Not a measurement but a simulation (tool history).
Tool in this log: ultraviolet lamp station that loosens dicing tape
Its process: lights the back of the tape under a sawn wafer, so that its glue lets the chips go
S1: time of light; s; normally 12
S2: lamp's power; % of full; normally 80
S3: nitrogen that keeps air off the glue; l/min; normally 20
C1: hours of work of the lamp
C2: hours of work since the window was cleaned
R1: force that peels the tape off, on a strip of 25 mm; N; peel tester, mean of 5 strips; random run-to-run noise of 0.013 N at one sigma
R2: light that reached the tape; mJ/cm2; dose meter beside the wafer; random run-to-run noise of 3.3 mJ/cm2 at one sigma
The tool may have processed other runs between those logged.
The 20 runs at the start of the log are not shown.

run,day,S1,S2,S3,C1,C2,R1,R2
21,20.604,12,80,20,665,62,1.128,355
22,21.738,18,80,20,682,80,0.595,519
23,23.188,18,80,20,704,102,0.627,509
24,24.088,18,80,18,718,116,0.719,503
25,25.571,21,93,18,741,139,0.435,657
26,26.788,21,93,18,760,157,0.439,641
27,27.733,8,80,20,774,172,2.076,204
28,29.271,7,80,13,798,195,2.54,179
29,30.712,7,80,23,820,218,2.233,171
# day 31.462: window cleaned of glue's vapour
30,32.2,7,80,23,843,11,2.082,193
31,33.45,12,70,23,862,31,1.42,276
32,34.783,12,70,23,882,51,1.447,272
33,35.933,12,96,23,900,69,1.04,364
34,36.692,12,78,23,912,80,1.361,289

Run 35, settings as shown, results not yet in. Your forecast:
35,38.067,17,77,23,933,102,?,?

Run 35 yielded R1 0.91 N, R2 392 mJ/cm2.
The same run, on a tool lacking any hidden state, would have yielded R1 0.302 N, R2 712 mJ/cm2.
